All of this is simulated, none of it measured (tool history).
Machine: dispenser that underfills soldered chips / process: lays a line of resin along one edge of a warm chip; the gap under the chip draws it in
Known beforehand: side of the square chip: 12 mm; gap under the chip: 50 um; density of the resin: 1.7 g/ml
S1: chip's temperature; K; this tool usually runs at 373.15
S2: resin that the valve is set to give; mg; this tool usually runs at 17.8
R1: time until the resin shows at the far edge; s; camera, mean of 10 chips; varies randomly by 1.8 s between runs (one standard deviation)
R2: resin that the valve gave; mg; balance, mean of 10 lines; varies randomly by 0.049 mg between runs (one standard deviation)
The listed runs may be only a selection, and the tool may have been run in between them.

run 1 hour=0.0 | S1=373.15 S2=17.8 | R1=166.0 R2=17.60
run 2 hour=7.8 | S1=373.15 S2=17.8 | R1=240.6 R2=17.70
run 3 hour=15.1 | S1=373.15 S2=17.8 | R1=360.2 R2=17.67
-- hour=18.3 new syringe of resin
run 4 hour=22.1 | S1=373.15 S2=17.8 | R1=198.6 R2=17.63
run 5 hour=30.6 | S1=364.15 S2=17.8 | R1=439.4 R2=17.56
-- hour=36.9 new syringe of resin
run 6 hour=37.9 | S1=364.15 S2=17.8 | R1=245.0 R2=17.49
run 7 hour=44.7 | S1=364.15 S2=17.8 | R1=346.6 R2=17.50
run 8 hour=52.5 | S1=374.15 S2=17.8 | R1=357.8 R2=17.54
-- hour=55.0 new syringe of resin
run 9 hour=61.1 | S1=373.15 S2=20.2 | R1=220.4 R2=19.81
run 10 hour=70.1 | S1=373.15 S2=20.2 | R1=340.3 R2=19.76
-- hour=73.4 new syringe of resin
run 11 hour=76.2 | S1=373.15 S2=17.8 | R1=189.0 R2=17.43
run 12 hour=83.4 | S1=373.15 S2=17.8 | R1=276.3 R2=17.44
run 13 hour=90.3 | S1=373.15 S2=17.8 | R1=385.7 R2=17.34
-- hour=92.0 new syringe of resin
run 14 hour=97.0 | S1=373.15 S2=17.8 | R1=212.8 R2=17.33
run 15 hour=103.2 | S1=373.15 S2=17.8 | R1=289.1 R2=17.20
-- hour=110.2 new syringe of resin
run 16 hour=110.4 | S1=373.15 S2=17.8 | R1=162.6 R2=17.22
run 17 hour=119.5 | S1=373.15 S2=17.8 | R1=259.5 R2=17.21
-- hour=128.2 new syringe of resin
run 18 hour=128.2 | S1=373.15 S2=17.8 | R1=160.2 R2=17.14
run 19 hour=133.8 | S1=369.15 S2=19.6 | R1=248.1 R2=18.87
run 20 hour=138.4 | S1=387.15 S2=19.5 | R1=163.6 R2=18.70
-- hour=146.5 new syringe of resin
run 21 hour=147.1 | S1=363.15 S2=17.2 | R1=246.5 R2=16.58
-- hour=150.9 dispensing valve cleaned and set on the balance
run 22 hour=157.2 | S1=363.15 S2=22.0 | R1=384.4 R2=21.95
run 23 hour=162.1 | S1=363.15 S2=22.0 | R1=490.6 R2=21.89
-- hour=165.7 new syringe of resin
run 24 hour=169.7 | S1=364.15 S2=16.5 | R1=285.2 R2=16.46
run 25 hour=176.3 | S1=364.15 S2=16.5 | R1=404.7 R2=16.42
run 26 hour=181.2 | S1=377.15 S2=17.4 | R1=317.4 R2=17.30
-- hour=183.8 new syringe of resin
run 27 hour=187.1 | S1=377.15 S2=17.4 | R1=167.5 R2=17.30
run 28 hour=191.1 | S1=366.15 S2=20.0 | R1=308.2 R2=19.89
run 29 hour=194.8 | S1=386.15 S2=15.2 | R1=186.9 R2=15.07
run 30 hour=198.8 | S1=386.15 S2=15.2 | R1=229.4 R2=15.04
-- hour=202.5 new syringe of resin
run 31 hour=204.9 | S1=367.15 S2=17.7 | R1=229.0 R2=17.52
run 32 hour=208.8 | S1=367.15 S2=17.7 | R1=281.0 R2=17.53
run 33 hour=215.1 | S1=382.15 S2=18.8 | R1=221.9 R2=18.47
-- hour=220.6 new syringe of resin
run 34 hour=220.6 | S1=383.15 S2=18.5 | R1=112.2 R2=18.23
run 35 hour=227.0 | S1=373.15 S2=21.9 | R1=218.3 R2=21.52
run 36 hour=234.3 | S1=362.15 S2=15.6 | R1=510.6 R2=15.28

A few steps of R1 between consecutive runs. Split each: what settings, incoming material and random variation would produce without the hidden state, and what is left over for the hidden state, along with gauge scatter present in only one of the two compared results (measured, and without hidden state):
Hidden state at play: resin's viscosity, % of fresh resin's; dose that the valve gives, % of what is set; true chip temperature over the reading, C; drift of the gauge itself on fill_s, %; drift of the gauge itself on given_mg, %.
Run 4 -> 5: S1 373.15 -> 364.15. R1 +240.8 s: hidden state +166.6, all else +74.2.
Run 5 -> 6: new syringe of resin. R1 -194.4 s: hidden state -192.8, all else -1.6.
Run 23 -> 24: S1 363.15 -> 364.15, S2 22.0 -> 16.5, new syringe of resin. R1 -205.4 s: hidden state -206.0, all else +0.6.
Run 35 -> 36: S1 373.15 -> 362.15, S2 21.9 -> 15.6. R1 +292.3 s: hidden state +190.6, all else +101.7.
